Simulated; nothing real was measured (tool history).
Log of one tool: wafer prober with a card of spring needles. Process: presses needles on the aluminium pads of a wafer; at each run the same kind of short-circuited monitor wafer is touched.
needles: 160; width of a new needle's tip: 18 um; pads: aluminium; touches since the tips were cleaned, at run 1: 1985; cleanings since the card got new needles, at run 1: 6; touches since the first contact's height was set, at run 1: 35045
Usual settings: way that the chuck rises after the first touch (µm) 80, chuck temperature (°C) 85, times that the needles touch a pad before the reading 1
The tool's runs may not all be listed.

run,hour,way that the chuck rises after the first touch (µm),chuck temperature (°C),times that the needles touch a pad before the reading,touches since the tips were cleaned,cleanings since the card got new needles,touches since the first contact's height was set,resistance of one needle with its contact and lead (mohm),way that a needle slides on the pad (µm)
1,0,80,85,1,1985,6,35045,217,14.62
# hour 6.3: tips cleaned on abrasive film
# hour 16.6: tips cleaned on abrasive film
# hour 26.8: tips cleaned on abrasive film
2,28.5,80,85,1,953,9,50249,192,14.68
# hour 36.9: tips cleaned on abrasive film
# hour 47.3: tips cleaned on abrasive film
3,54.9,80,85,1,4087,11,64344,246,14.65
# hour 57.1: tips cleaned on abrasive film
# hour 65.5: tips cleaned on abrasive film
# hour 74.1: tips cleaned on abrasive film
4,74.1,80,85,1,0,14,74533,162,14.73
# hour 82.5: tips cleaned on abrasive film
# hour 92.8: tips cleaned on abrasive film
# hour 102.8: tips cleaned on abrasive film
5,103.8,80,85,2,528,17,90374,173,14.54
# hour 111.9: tips cleaned on abrasive film
# hour 120.3: tips cleaned on abrasive film
# hour 130.7: tips cleaned on abrasive film
# hour 140.5: tips cleaned on abrasive film
6,141.3,73,85,1,462,21,110366,191,13.15
# hour 149.8: tips cleaned on abrasive film
# hour 160.1: tips cleaned on abrasive film
7,161.2,78,85,1,589,23,120928,183,14.09
# hour 169.6: tips cleaned on abrasive film
# hour 179.6: tips cleaned on abrasive film
# hour 190.1: tips cleaned on abrasive film
# hour 199.3: tips cleaned on abrasive film
8,199.3,78,85,1,0,27,141237,167,14.12
# hour 209.5: tips cleaned on abrasive film
# hour 218.7: tips cleaned on abrasive film
# hour 229.2: tips cleaned on abrasive film
# hour 238.6: tips cleaned on abrasive film
9,238.6,78,85,1,0,31,162227,168,14.04
# hour 247.1: tips cleaned on abrasive film
# hour 257.3: tips cleaned on abrasive film
# hour 267.5: tips cleaned on abrasive film
# hour 278: tips cleaned on abrasive film
10,278.1,78,85,1,16,35,183240,173,13.89
# hour 286.5: tips cleaned on abrasive film
# hour 296.9: tips cleaned on abrasive film
11,300.4,78,85,1,1915,37,195179,224,13.81
# hour 306.4: tips cleaned on abrasive film
# hour 316.5: tips cleaned on abrasive film
# hour 324.9: tips cleaned on abrasive film
12,327.6,78,85,1,1431,40,209647,213,13.94
# hour 333.7: tips cleaned on abrasive film
# hour 343.8: tips cleaned on abrasive film
13,345.1,78,85,1,655,42,218955,189,13.79
# hour 353.5: tips cleaned on abrasive film
# hour 364: tips cleaned on abrasive film
# hour 366.2: height of the first contact set anew
# hour 374: tips cleaned on abrasive film
14,379.4,78,85,1,2898,45,7092,261,13.29
# hour 383.7: tips cleaned on abrasive film
# hour 393.5: tips cleaned on abrasive film
15,400.9,64,66,1,4023,47,18571,348,10.73
# hour 403.1: tips cleaned on abrasive film
# hour 412.4: tips cleaned on abrasive film
# hour 422.2: tips cleaned on abrasive film
# hour 432.7: tips cleaned on abrasive film
16,433.4,73,66,1,421,51,35859,194,12.39
# hour 441.7: tips cleaned on abrasive film
# hour 446.2: height of the first contact set anew, once more
# hour 452.1: tips cleaned on abrasive film
17,456.8,80,85,1,2548,53,5697,225,14.9
# hour 461.1: tips cleaned on abrasive film
# hour 471.1: tips cleaned on abrasive film
# hour 481.6: tips cleaned on abrasive film
18,485.1,80,85,1,1881,56,20739,217,14.8
# hour 491: tips cleaned on abrasive film
# hour 501.1: tips cleaned on abrasive film
# hour 511.6: tips cleaned on abrasive film
19,516.2,67,46,1,2524,59,37373,263,12.31
# hour 520.5: tips cleaned on abrasive film
# hour 530.5: tips cleaned on abrasive film
20,538,67,46,1,4040,61,49011,305,12.35

Forecast run 21:
# hour 540.2: tips cleaned on abrasive film
# hour 550.7: tips cleaned on abrasive film
# hour 560.6: tips cleaned on abrasive film
21,561.3,94,121,2,385,64,61385,?,?

resistance of one needle with its contact and lead (mohm): 169
way that a needle slides on the pad (µm): 17.2
Without the tool's hidden state the same run would have given resistance of one needle with its contact and lead (mohm) 157, way that a needle slides on the pad (µm) 17.39.
